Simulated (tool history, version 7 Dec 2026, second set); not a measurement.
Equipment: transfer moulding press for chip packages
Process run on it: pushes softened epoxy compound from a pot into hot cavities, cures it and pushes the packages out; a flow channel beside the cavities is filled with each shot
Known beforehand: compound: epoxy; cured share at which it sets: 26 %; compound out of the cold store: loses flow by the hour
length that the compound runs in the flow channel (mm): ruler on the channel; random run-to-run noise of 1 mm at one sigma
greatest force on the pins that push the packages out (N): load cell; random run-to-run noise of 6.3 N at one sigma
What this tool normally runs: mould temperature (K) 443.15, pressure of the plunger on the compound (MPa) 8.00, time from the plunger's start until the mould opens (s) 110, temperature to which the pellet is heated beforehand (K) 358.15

| run | hour | mould temperature (K) | pressure of the plunger on the compound (MPa) | time from the plunger's start until the mould opens (s) | temperature to which the pellet is heated beforehand (K) | incoming compound's hours out of the cold store | length that the compound runs in the flow channel (mm) | greatest force on the pins that push the packages out (N) |
|---|---|---|---|---|---|---|---|---|
| 1 | 0.0 | 443.15 | 8.00 | 110 | 358.15 | 12.3 | 721 | 349 |
| 2 | 8.7 | 443.15 | 8.00 | 110 | 358.15 | 21.0 | 693 | 379 |
| 3 | 15.6 | 443.15 | 8.00 | 110 | 358.15 | 36.3 | 650 | 393 |
| 4 | 21.8 | 443.15 | 8.00 | 110 | 358.15 | 31.9 | 663 | 395 |
| 5 | 25.8 | 443.15 | 8.00 | 125 | 358.15 | 27.5 | 674 | 385 |
|  | 32.0 | plunger's sealing rings changed |
| 6 | 32.3 | 443.15 | 8.00 | 110 | 358.15 | 47.4 | 643 | 419 |
|  | 36.8 | cavities cleaned with cleaning compound and waxed |
| 7 | 40.1 | 443.15 | 8.00 | 110 | 358.15 | 37.5 | 671 | 473 |
| 8 | 47.8 | 443.15 | 8.00 | 110 | 358.15 | 14.8 | 735 | 478 |
| 9 | 54.1 | 443.15 | 8.00 | 110 | 358.15 | 26.5 | 699 | 494 |
| 10 | 61.8 | 443.15 | 8.00 | 110 | 358.15 | 18.8 | 722 | 489 |
| 11 | 68.7 | 443.15 | 8.00 | 110 | 358.15 | 23.5 | 708 | 501 |
| 12 | 76.1 | 443.15 | 8.00 | 110 | 358.15 | 10.2 | 748 | 501 |
| 13 | 83.6 | 443.15 | 6.67 | 110 | 358.15 | 33.9 | 619 | 526 |
|  | 92.7 | cavities cleaned with cleaning compound and waxed, once more |
| 14 | 93.5 | 436.15 | 8.00 | 110 | 358.15 | 13.6 | 756 | 324 |
| 15 | 100.9 | 443.15 | 8.00 | 110 | 358.15 | 29.7 | 689 | 277 |
| 16 | 106.2 | 443.15 | 8.00 | 110 | 358.15 | 28.6 | 690 | 283 |
| 17 | 113.3 | 443.15 | 8.00 | 110 | 358.15 | 23.8 | 705 | 310 |
| 18 | 117.8 | 443.15 | 8.00 | 95 | 358.15 | 20.7 | 714 | 366 |
| 19 | 123.6 | 443.15 | 8.00 | 95 | 358.15 | 42.5 | 650 | 375 |
| 20 | 132.7 | 443.15 | 6.15 | 110 | 358.15 | 47.6 | 558 | 363 |
| 21 | 137.1 | 443.15 | 6.15 | 110 | 358.15 | 37.9 | 581 | 351 |
| 22 | 140.8 | 443.15 | 6.15 | 110 | 358.15 | 35.8 | 587 | 367 |
| 23 | 147.6 | 437.15 | 9.80 | 121 | 358.15 | 38.5 | 745 | 419 |
| 24 | 154.7 | 438.15 | 9.80 | 121 | 358.15 | 17.2 | 812 | 431 |
| 25 | 161.6 | 448.15 | 8.00 | 110 | 358.15 | 39.9 | 644 | 393 |
|  | 163.7 | cavities cleaned with cleaning compound and waxed |
| 26 | 171.8 | 448.15 | 8.00 | 110 | 358.15 | 20.5 | 698 | 256 |
| 27 | 175.8 | 448.15 | 6.17 | 91 | 358.15 | 13.6 | 631 | 275 |
| 28 | 184.0 | 439.15 | 7.19 | 91 | 358.15 | 43.2 | 621 | 426 |
| 29 | 187.9 | 437.15 | 7.19 | 121 | 354.15 | 20.8 | 685 | 351 |

Consider 4 possible next runs. They are alternatives, not a sequence: every one starts from the tool as it was left by run 29. What does each give?
| A | 195.9 | 435.15 | 6.33 | 121 | 359.15 | 42.9 | ? | ? |
| B | 195.9 | 444.15 | 7.19 | 121 | 358.15 | 42.0 | ? | ? |
| C | 195.9 | 443.15 | 7.19 | 135 | 354.15 | 11.3 | ? | ? |
| D | 195.9 | 448.15 | 7.19 | 121 | 354.15 | 8.4 | ? | ? |

| run | length that the compound runs in the flow channel (mm) | greatest force on the pins that push the packages out (N) |
|---|---|---|
| A | 589 | 385 |
| B | 612 | 324 |
| C | 698 | 350 |
| D | 695 | 336 |
Without the tool's unlogged condition, the same runs would have read:
| run | length that the compound runs in the flow channel (mm) | greatest force on the pins that push the packages out (N) |
|---|---|---|
| A | 601 | 273 |
| B | 624 | 227 |
| C | 712 | 246 |
| D | 709 | 234 |
